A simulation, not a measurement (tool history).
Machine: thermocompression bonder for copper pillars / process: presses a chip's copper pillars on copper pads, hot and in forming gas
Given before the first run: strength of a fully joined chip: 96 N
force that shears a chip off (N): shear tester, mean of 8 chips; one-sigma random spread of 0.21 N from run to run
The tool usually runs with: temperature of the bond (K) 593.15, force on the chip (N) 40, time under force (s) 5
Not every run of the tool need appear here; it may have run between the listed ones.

run    hour  temperature of the bond (K)  force on the chip (N)  time under force (s)  force that shears a chip off (N)
  1     0.0                       593.15                     40                     5                              35.8
  2    48.2                       593.15                     40                     4                              32.6
  3    99.1                       593.15                     40                     5                              35.1
  4   135.7                       593.15                     40                     5                              35.4
  5   173.2                       593.15                     32                     5                              27.8
  6   215.9                       593.15                     32                     5                              27.5
      222.1  -- forming gas filter changed
  7   255.7                       593.15                     32                     5                              29.7
  8   310.4                       593.15                     32                     5                              29.1
  9   361.5                       593.15                     32                     5                              29.3
 10   413.6                       593.15                     32                     5                              28.7
 11   465.0                       567.15                     32                     5                              21.1
 12   488.2                       593.15                     40                     5                              36.5
 13   543.0                       593.15                     40                     5                              35.7
 14   571.9                       593.15                     40                    11                              47.5
 15   601.0                       593.15                     40                    11                              47.4
      625.4  -- heater calibrated with a thermocouple chip
 16   648.0                       593.15                     40                    11                              41.9
      652.7  -- forming gas filter changed
 17   681.5                       612.15                     40                     5                              41.6
 18   709.2                       617.15                     40                     5                              43.0
 19   755.7                       617.15                     40                     5                              42.6
 20   804.3                       617.15                     40                     5                              42.7
 21   834.4                       568.15                     27                     9                              20.5
 22   860.3                       584.15                     29                     6                              22.4
 23   895.7                       584.15                     29                     6                              22.7
 24   949.8                       613.15                     39                     5                              39.1
 25  1002.4                       593.15                     33                     5                              26.5
 26  1037.8                       593.15                     43                     6                              37.1
     1081.4  -- forming gas filter changed
 27  1090.2                       593.15                     51                     8                              51.7
 28  1133.0                       593.15                     51                     8                              51.2
 29  1163.4                       593.15                     51                     8                              50.9
 30  1192.2                       593.15                     51                     8                              50.6
 31  1216.4                       603.15                     54                    15                              68.2
 32  1242.5                       603.15                     54                    15                              67.8
 33  1275.6                       603.15                     54                    15                              67.7
 34  1321.2                       603.15                     44                     8                              47.9
 35  1373.9                       574.15                     35                     3                              18.1
 36  1426.1                       574.15                     35                     3                              18.0
 37  1478.5                       597.15                     37                    13                              44.6
     1506.8  -- forming gas filter changed
 38  1508.4                       564.15                     38                     7                              27.3
 39  1541.6                       590.15                     37                     5                              31.3
 40  1574.8                       605.15                     40                     9                              48.8

Below are 4 alternative next runs, each starting from the tool's condition after run 40. Predict each:
  A  1598.9                       593.15                     34                     5                                 ?
  B  1598.9                       605.15                     38                     9                                 ?
  C  1598.9                       574.15                     37                     9                                 ?
  D  1598.9                       590.15                     33                    14                                 ?

run  force that shears a chip off (N)
  A                              29.3
  B                              46.2
  C                              32.6
  D                              41.1
Without the tool's hidden state the same runs would have given:
run  force that shears a chip off (N)
  A                              30.2
  B                              47.6
  C                              33.5
  D                              42.3
